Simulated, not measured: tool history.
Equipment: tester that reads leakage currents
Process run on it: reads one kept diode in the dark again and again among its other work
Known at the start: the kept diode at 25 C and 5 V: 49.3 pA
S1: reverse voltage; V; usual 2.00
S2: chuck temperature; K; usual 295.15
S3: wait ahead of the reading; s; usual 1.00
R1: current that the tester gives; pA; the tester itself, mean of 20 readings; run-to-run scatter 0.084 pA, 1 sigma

| run | hour | S1 | S2 | S3 | R1 |
|---|---|---|---|---|---|
| 1 | 0.0 | 2.00 | 295.15 | 1.00 | 24.13 |
| 2 | 120.7 | 2.00 | 295.15 | 1.00 | 23.96 |
| 3 | 240.7 | 2.00 | 295.15 | 1.00 | 23.79 |
| 4 | 419.7 | 2.00 | 298.15 | 1.00 | 29.93 |
| 5 | 550.2 | 2.00 | 298.15 | 1.00 | 29.77 |
| 6 | 647.2 | 2.00 | 298.15 | 1.00 | 29.62 |
| 7 | 754.6 | 2.00 | 298.15 | 1.00 | 29.45 |
| 8 | 936.9 | 1.28 | 298.15 | 4.67 | 21.35 |
|  | 1021.0 | chuck's temperature calibrated |
| 9 | 1119.4 | 8.13 | 297.15 | 4.59 | 66.43 |
| 10 | 1325.5 | 2.97 | 303.15 | 5.78 | 49.49 |
|  | 1347.7 | probe card cleaned and baked |
| 11 | 1442.3 | 2.97 | 320.15 | 0.88 | 166.57 |
| 12 | 1533.6 | 2.97 | 320.15 | 0.88 | 167.17 |
| 13 | 1691.0 | 11.93 | 305.15 | 0.92 | 115.35 |

5 ways to go on from here, each from the tool as it stands after run 13. What would each give?
| A | 1787.3 | 15.00 | 304.15 | 7.59 | ? |
| B | 1787.3 | 1.76 | 305.15 | 7.02 | ? |
| C | 1787.3 | 11.93 | 305.15 | 0.77 | ? |
| D | 1787.3 | 3.56 | 300.15 | 1.10 | ? |
| E | 1787.3 | 2.93 | 295.15 | 1.00 | ? |

| run | R1 |
|---|---|
| A | 117.76 |
| B | 34.70 |
| C | 116.25 |
| D | 35.53 |
| E | 20.82 |
With the hidden condition removed and each run's random variation left untouched, the same runs would have given:
| run | R1 |
|---|---|
| A | 161.44 |
| B | 48.82 |
| C | 158.38 |
| D | 49.25 |
| E | 28.62 |
